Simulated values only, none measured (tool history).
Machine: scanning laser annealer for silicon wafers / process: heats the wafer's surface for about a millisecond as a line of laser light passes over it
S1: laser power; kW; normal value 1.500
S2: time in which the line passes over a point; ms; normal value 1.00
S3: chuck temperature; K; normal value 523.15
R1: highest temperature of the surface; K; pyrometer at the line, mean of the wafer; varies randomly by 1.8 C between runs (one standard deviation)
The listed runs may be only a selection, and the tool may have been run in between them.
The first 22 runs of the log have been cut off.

Run 23, hour 208.6: usual settings but S1 1.524 kW, S2 1.01 ms, S3 559.15 K. Result: R1 1270.15 K.
Run 24, hour 218.5: usual settings but S1 1.524 kW, S2 1.01 ms, S3 559.15 K. Result: R1 1270.15 K.
Run 25, hour 231.4: usual settings but S3 499.15 K. Result: R1 1190.15 K.
Run 26, hour 243.2: usual settings but S3 515.15 K. Result: R1 1205.15 K.
Run 27, hour 255.8: usual settings but S1 1.598 kW, S2 0.96 ms, S3 542.15 K. Result: R1 1276.15 K.
Run 28, hour 263.0: usual settings but S1 1.639 kW, S2 0.92 ms, S3 490.15 K. Result: R1 1231.15 K.
Run 29, hour 273.0: usual settings but S1 1.341 kW, S2 0.85 ms, S3 543.15 K. Result: R1 1101.15 K.
Run 30, hour 284.8: usual settings but S1 1.341 kW, S2 0.85 ms, S3 543.15 K. Result: R1 1105.15 K.
Run 31, hour 293.3: usual settings but S1 1.343 kW, S2 0.85 ms, S3 503.15 K. Result: R1 1065.15 K.
Run 32, hour 302.6: usual settings but S1 1.570 kW, S2 0.99 ms, S3 550.15 K. Result: R1 1274.15 K.
Run 33, hour 309.1: usual settings but S1 1.570 kW, S2 0.99 ms, S3 550.15 K. Result: R1 1276.15 K.
Run 34, hour 316.2: usual settings but S1 1.364 kW, S2 0.99 ms, S3 519.15 K. Result: R1 1131.15 K.
Run 35, hour 322.7: usual settings but S1 1.364 kW, S2 0.99 ms, S3 519.15 K. Result: R1 1130.15 K.
Run 36, hour 334.3: usual settings but S1 1.364 kW, S2 0.74 ms, S3 519.15 K. Result: R1 1051.15 K.
Run 37, hour 341.5: usual settings but S1 1.554 kW, S2 0.80 ms, S3 517.15 K. Result: R1 1164.15 K.
Run 38, hour 350.9: usual settings but S1 1.427 kW, S3 508.15 K. Result: R1 1154.15 K.
Run 39, hour 360.6: usual settings but S1 1.427 kW, S3 508.15 K. Result: R1 1155.15 K.
Run 40, hour 371.3: usual settings but S1 1.427 kW, S2 0.82 ms, S3 526.15 K. Result: R1 1116.15 K.
Run 41, hour 380.0: usual settings but S1 1.328 kW, S2 1.19 ms, S3 528.15 K. Result: R1 1171.15 K.

Predict each of these 4 candidate next runs independently; none follows another, all start after run 41:
Run A, hour 386.9: usual settings but S1 1.328 kW, S2 0.79 ms, S3 528.15 K. Result: R1 ?.
Run B, hour 386.9: usual settings but S1 1.609 kW, S2 0.97 ms, S3 487.15 K. Result: R1 ?.
Run C, hour 386.9: usual settings but S1 1.328 kW, S2 1.19 ms, S3 530.15 K. Result: R1 ?.
Run D, hour 386.9: usual settings but S1 1.336 kW, S2 1.01 ms, S3 557.15 K. Result: R1 ?.

run       R1
  A  1060.15
  B  1222.15
  C  1169.15
  D  1158.15
With the hidden condition removed and each run's random variation left untouched, the same runs would have given:
run       R1
  A  1078.15
  B  1246.15
  C  1190.15
  D  1178.15

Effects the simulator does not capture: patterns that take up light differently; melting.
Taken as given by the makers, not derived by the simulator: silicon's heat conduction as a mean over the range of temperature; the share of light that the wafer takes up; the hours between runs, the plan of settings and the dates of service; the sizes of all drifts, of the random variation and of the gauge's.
